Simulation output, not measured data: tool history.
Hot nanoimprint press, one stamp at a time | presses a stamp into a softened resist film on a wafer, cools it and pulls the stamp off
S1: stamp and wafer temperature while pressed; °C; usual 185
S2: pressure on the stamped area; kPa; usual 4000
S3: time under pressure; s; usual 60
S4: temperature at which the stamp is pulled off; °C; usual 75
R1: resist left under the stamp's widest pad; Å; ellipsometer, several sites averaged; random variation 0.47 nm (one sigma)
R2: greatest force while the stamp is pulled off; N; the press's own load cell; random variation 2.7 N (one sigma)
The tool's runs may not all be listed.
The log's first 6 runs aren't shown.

| run | hour | S1 | S2 | S3 | S4 | R1 | R2 |
|---|---|---|---|---|---|---|---|
| 7 | 139.4 | 185 | 4000 | 111 | 75 | 1437 | 180 |
| 8 | 162.0 | 185 | 4000 | 111 | 75 | 1433 | 186 |
| 9 | 186.5 | 185 | 4000 | 111 | 75 | 1435 | 187 |
| 10 | 219.3 | 185 | 4000 | 32 | 75 | 2319 | 185 |
| 11 | 256.2 | 185 | 4000 | 32 | 75 | 2315 | 185 |
| 12 | 284.5 | 185 | 4000 | 60 | 75 | 1841 | 184 |
| 13 | 319.3 | 185 | 4000 | 60 | 75 | 1852 | 185 |
| 14 | 352.2 | 186 | 4000 | 60 | 75 | 1774 | 180 |
| 15 | 379.4 | 186 | 4000 | 60 | 75 | 1775 | 187 |
| 16 | 400.9 | 185 | 4000 | 60 | 75 | 1859 | 178 |
| 17 | 424.5 | 185 | 4000 | 60 | 75 | 1865 | 182 |
| 18 | 453.8 | 185 | 4000 | 60 | 75 | 1863 | 181 |
| 19 | 475.4 | 185 | 4000 | 60 | 75 | 1870 | 181 |
| 20 | 492.2 | 185 | 4000 | 60 | 71 | 1864 | 194 |
| 21 | 522.4 | 185 | 4000 | 60 | 64 | 1865 | 218 |
| 22 | 538.7 | 184 | 3110 | 74 | 63 | 2000 | 212 |
|  | 569.0 | stamp cleaned and given a new release coat |
| 23 | 582.3 | 182 | 4490 | 30 | 70 | 2579 | 194 |
| 24 | 617.7 | 185 | 4000 | 60 | 81 | 1879 | 164 |
| 25 | 656.3 | 181 | 4960 | 109 | 66 | 1640 | 204 |
|  | 671.6 | gauge calibrated |
| 26 | 688.4 | 181 | 4920 | 84 | 71 | 1778 | 193 |

Run 27 comes next. What will it give?
| 27 | 707.3 | 181 | 4920 | 84 | 71 | ? | ? |

Run 27 gave R1 1775 Å, R2 194 N.
Without the tool's hidden state the same run would have given R1 1774 Å, R2 194 N.
